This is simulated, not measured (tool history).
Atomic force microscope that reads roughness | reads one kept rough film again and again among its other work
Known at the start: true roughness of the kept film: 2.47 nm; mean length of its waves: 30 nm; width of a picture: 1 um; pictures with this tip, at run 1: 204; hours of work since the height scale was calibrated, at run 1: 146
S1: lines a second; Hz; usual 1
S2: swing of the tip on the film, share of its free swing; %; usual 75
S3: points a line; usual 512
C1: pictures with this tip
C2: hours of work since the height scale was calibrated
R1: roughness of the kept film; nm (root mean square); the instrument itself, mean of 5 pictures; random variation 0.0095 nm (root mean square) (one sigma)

run   hour    S1  S2   S3   C1   C2     R1
  1      0     1  75  512  204  146  1.964
  2    4.1  1.78  75  512  209  148  1.827
  3   12.5  1.78  75  512  219  153  1.838
  4   20.4  1.78  75  512  228  158  1.833
  5   28.3     1  75  385  237  163  1.922
  6   35.8     1  56  512  246  168  2.031
  7   44.4  0.98  75  512  256  173  1.936
  8   52.3     1  75  630  265  178  1.903
  9   57.1     1  75  630  271  180  1.914
 10   63.8     1  75  630  279  185  1.914
 11   68.9  1.23  69  390  284  188  1.909
      73.9  -- new tip fitted
 12   76.8  0.61  57  840    3  192  2.256
 13     84  2.67  57  258   12  196  2.114
 14   87.9  0.68  65  257   16  199  2.202
 15   94.4  0.68  65  257   24  203  2.192
 16   98.6     1  63  809   29  205  2.213
 17  102.4     1  63  809   33  208  2.198
 18  108.9     1  63  809   41  212  2.189
 19  112.8     1  63  809   45  214  2.183
 20    117  1.56  86  812   50  216  1.845

Forecast each of these 5 alternatives for the next run:
  A  121.3  1.56  85  812  55  219   ?
  B  121.3  1.58  71  354  55  219   ?
  C  121.3  1.56  81  812  55  219   ?
  D  121.3     1  56  664  55  219   ?
  E  121.3  1.28  59  300  55  219   ?

run     R1
  A  1.842
  B  2.031
  C  1.907
  D  2.224
  E  2.162
Without the tool's hidden state the same runs would have given:
run     R1
  A  1.893
  B  2.087
  C   1.96
  D  2.285
  E  2.221
